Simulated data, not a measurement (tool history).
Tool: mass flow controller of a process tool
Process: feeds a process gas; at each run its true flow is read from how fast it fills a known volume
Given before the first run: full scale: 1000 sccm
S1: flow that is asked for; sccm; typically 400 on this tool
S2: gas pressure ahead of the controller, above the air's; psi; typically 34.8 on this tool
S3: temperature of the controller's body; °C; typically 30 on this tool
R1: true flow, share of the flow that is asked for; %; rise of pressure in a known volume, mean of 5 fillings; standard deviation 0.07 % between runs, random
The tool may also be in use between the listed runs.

run    hour   S1    S2  S3      R1
  1       0  400  34.8  30   99.28
  2    69.8  400  34.8  30   99.22
  3     134  400  24.8  30   98.77
  4   217.9  667  34.8  30   99.84
  5   278.2  667  34.8  30   99.93
  6   354.7  667  34.8  30   99.89
  7   439.1  667  34.8  30   99.84
  8   523.5  667  34.8  30   99.78
  9   565.2  667    36  30   99.86
 10   642.8  667    36  30   99.78
 11   677.6  171  34.8  30      99
 12   716.4  171  34.8  30   99.04
 13   796.6  171  34.8  30   98.92
 14   871.5  129  34.8  30   99.11
 15   913.2  129  34.8  30   99.16
 16   994.1  129  34.8  30   99.17
 17  1030.5  400  34.8  30   99.13
 18  1084.9  400  34.8  30   99.18
 19  1124.8  400  34.8  30   99.05
 20  1164.4  400  34.8  30   99.17
 21  1236.4  400  34.8  30   99.21
 22  1276.9  400  32.5  30   99.07
     1284.8  -- controller's zero set anew
 23  1348.5  400  34.8  30   99.27
 24  1418.6  177  34.8  30   99.23
     1445.5  -- controller's zero set anew, once more
 25  1481.9  400  33.5  26   98.53
 26  1546.5  569  33.5  26      99
 27  1628.6  569  33.5  26   98.88
 28  1703.1  573  21.8  26   98.42
 29  1747.1  192    27  20   96.82
 30  1789.2  192    27  20   96.81
 31  1849.9  400  34.8  31   99.05
 32  1901.3  218  33.9  38   99.18
 33  1975.9  218  33.9  38   99.12
 34  2023.4  400  24.1  35   98.96
 35  2073.5  400  30.7  35   99.19
 36    2110  309  30.7  23   97.62
 37  2145.2  400  32.1  30   98.76
 38  2200.2  143  30.7  36   98.87
 39  2236.2  251  38.9  31   98.76
 40  2291.3  996  31.6  38  101.45
 41  2349.3  402  29.2  26   98.35
 42  2389.3  383  37.6  23   98.17
 43  2458.4  585  37.6  21    98.4
 44  2538.2  585  37.6  21   98.39
 45  2599.6  585  37.6  21   98.43
 46    2662  400    22  25    97.8
 47  2722.7  604  23.2  32   99.19

Below are 4 alternative next runs, each starting from the tool's condition after run 47. Predict each:
  A  2773.8  482  20.6  26   ?
  B  2773.8  116  21.9  36   ?
  C  2773.8  973  34.8  30   ?
  D  2773.8  294  26.8  25   ?

run      R1
  A   98.17
  B   98.58
  C  100.41
  D   97.72
Without the tool's hidden state the same runs would have given:
run      R1
  A   98.37
  B   98.41
  C  100.68
  D   97.85
